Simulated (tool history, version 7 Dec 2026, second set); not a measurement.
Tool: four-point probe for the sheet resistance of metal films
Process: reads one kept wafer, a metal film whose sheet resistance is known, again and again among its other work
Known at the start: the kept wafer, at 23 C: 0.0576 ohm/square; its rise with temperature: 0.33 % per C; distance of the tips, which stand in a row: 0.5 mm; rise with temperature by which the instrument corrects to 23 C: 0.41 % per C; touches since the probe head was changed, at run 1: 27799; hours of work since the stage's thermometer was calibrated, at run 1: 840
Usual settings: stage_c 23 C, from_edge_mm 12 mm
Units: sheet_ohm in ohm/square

run    hour  stage_c  from_edge_mm  touches since the probe head was changed  hours of work since the stage's thermometer was calibrated  sheet_ohm
  1       0       23            12                                     27799                                                         840   0.057739
  2    33.8       18            12                                     28494                                                         857   0.057991
  3    57.8       23            12                                     28987                                                         870   0.057743
  4    83.5       23            12                                     29517                                                         883   0.057764
  5   107.8       23            12                                     30015                                                         895   0.057755
  6   122.8       23            12                                     30323                                                         903   0.057746
  7   150.1       23            12                                     30884                                                         917   0.057754
  8   171.8       23            12                                     31330                                                         928   0.057761
  9   201.6       23            12                                     31944                                                         943   0.057777
 10   235.2       23            12                                     32633                                                         961   0.057772
 11   262.9       23            12                                     33203                                                         975   0.057752
 12   281.2       23            12                                     33579                                                         984   0.057771
 13   296.3       23            12                                     33890                                                         992   0.057767
 14   320.2       24            12                                     34381                                                        1004    0.05773
 15   335.5       24            12                                     34695                                                        1012   0.057712
 16   354.5       24            12                                     35085                                                        1022   0.057739
 17   385.5       24            12                                     35723                                                        1038   0.057746
 18   414.4       24            12                                     36316                                                        1053   0.057756
 19     440       24            17                                     36842                                                        1066   0.057747
 20   460.4       23             4                                     37262                                                        1076   0.058225
 21     490       23             4                                     37870                                                        1091   0.058214
 22   521.8       23             4                                     38523                                                        1108   0.058232
 23   544.8       26            40                                     38997                                                        1119   0.057623
 24   564.1       26            40                                     39393                                                        1129   0.057611
 25   586.7       34             4                                     39858                                                        1141   0.057732
 26   610.9       20            17                                     40354                                                        1153   0.057932
 27   640.3       21            17                                     40958                                                        1168   0.057868
 28   661.6       24            51                                     41397                                                        1179   0.057713
 29   682.5       24            51                                     41827                                                        1190   0.057729
      685.7  -- stage's thermometer calibrated
 30   700.9       20             5                                     42194                                                           8   0.058257
 31   714.7       27            12                                     42479                                                          15   0.057662
 32   734.2       27            12                                     42878                                                          25    0.05764
 33   754.5       23             5                                     43297                                                          35   0.058097
 34   769.3       30            23                                     43601                                                          43   0.057504
 35   800.8       30            12                                     44248                                                          59   0.057551
 36     815       30            12                                     44540                                                          66   0.057541
      818.1  -- stage's thermometer calibrated, once more
 37   831.6       30            12                                     44870                                                           7   0.057442
 38   854.9       30            12                                     45349                                                          19   0.057436
 39   879.9       30            12                                     45864                                                          32   0.057414
 40   910.6       30            12                                     46495                                                          47    0.05743
 41   941.7       30            12                                     47133                                                          63   0.057438
 42   969.7       27            12                                     47709                                                          78   0.057571
 43   996.1       23            18                                     48252                                                          91   0.057741
 44  1026.5       23             6                                     48876                                                         107   0.057952

5 ways to go on from here, each from the tool as it stands after run 44. What would each give?
  A  1058       33             8                                     49524                                                         123          ?
  B  1058       23            15                                     49524                                                         123          ?
  C  1058       31            12                                     49524                                                         123          ?
  D  1058       29             5                                     49524                                                         123          ?
  E  1058       19            12                                     49524                                                         123          ?

run  sheet_ohm
  A   0.057386
  B   0.057774
  C   0.057405
  D   0.057737
  E   0.057992
Without the tool's hidden state the same runs would have given:
run  sheet_ohm
  A   0.057265
  B   0.057651
  C   0.057284
  D   0.057615
  E   0.057869
